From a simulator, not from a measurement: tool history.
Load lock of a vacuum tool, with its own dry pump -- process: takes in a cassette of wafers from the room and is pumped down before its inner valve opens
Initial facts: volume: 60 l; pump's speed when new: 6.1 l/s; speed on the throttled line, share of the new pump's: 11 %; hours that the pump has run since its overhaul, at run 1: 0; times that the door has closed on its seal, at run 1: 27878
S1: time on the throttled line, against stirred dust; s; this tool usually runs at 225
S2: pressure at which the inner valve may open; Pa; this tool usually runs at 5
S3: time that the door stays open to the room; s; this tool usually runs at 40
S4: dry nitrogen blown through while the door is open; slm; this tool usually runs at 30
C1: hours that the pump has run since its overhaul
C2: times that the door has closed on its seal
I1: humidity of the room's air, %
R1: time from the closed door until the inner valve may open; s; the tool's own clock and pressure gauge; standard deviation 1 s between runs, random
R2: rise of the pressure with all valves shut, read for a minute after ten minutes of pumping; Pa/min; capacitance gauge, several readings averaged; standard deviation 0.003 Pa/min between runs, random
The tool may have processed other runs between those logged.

run	hour	S1	S2	S3	S4	C1	C2	I1	R1	R2
1	0.0	225	5	40	30	0	27878	47.9	301.1	0.016
2	303.0	225	5	40	45	303	28982	44.4	301.5	0.010
3	609.9	225	5	40	30	610	30100	43.6	300.1	0.011
4	993.3	225	5	40	30	993	31497	42.6	302.6	0.011
5	1569.4	225	5	40	30	1569	33596	43.3	301.2	0.013
6	1859.5	225	5	40	30	1860	34653	44.7	300.2	0.013
7	2263.7	225	5	40	30	2264	36126	42.1	299.4	0.012
8	2772.3	441	5	40	30	2772	37979	43.2	494.7	0.019
9	3017.1	441	4	40	6	3017	38871	42.4	498.8	0.028
10	3273.1	441	4	40	6	3273	39804	45.1	495.7	0.027
11	3663.7	423	5	40	26	3664	41227	45.4	476.9	0.013
12	3985.2	446	6	30	41	3985	42398	44.7	498.1	0.003

4 options for the next run, each taken on its own from the tool as it stands now. Forecast them:
A	4530.5	426	9	157	30	4530	44385	43.0	?	?
B	4530.5	387	6	30	41	4530	44385	44.9	?	?
C	4530.5	261	7	30	41	4530	44385	46.8	?	?
D	4530.5	144	5	72	30	4530	44385	44.1	?	?

run	R1	R2
A	475.4	0.020
B	445.7	0.006
C	329.4	0.008
D	228.7	0.016
Without the tool's hidden state the same runs would have given:
run	R1	R2
A	475.4	0.018
B	445.7	0.005
C	329.4	0.006
D	228.7	0.015
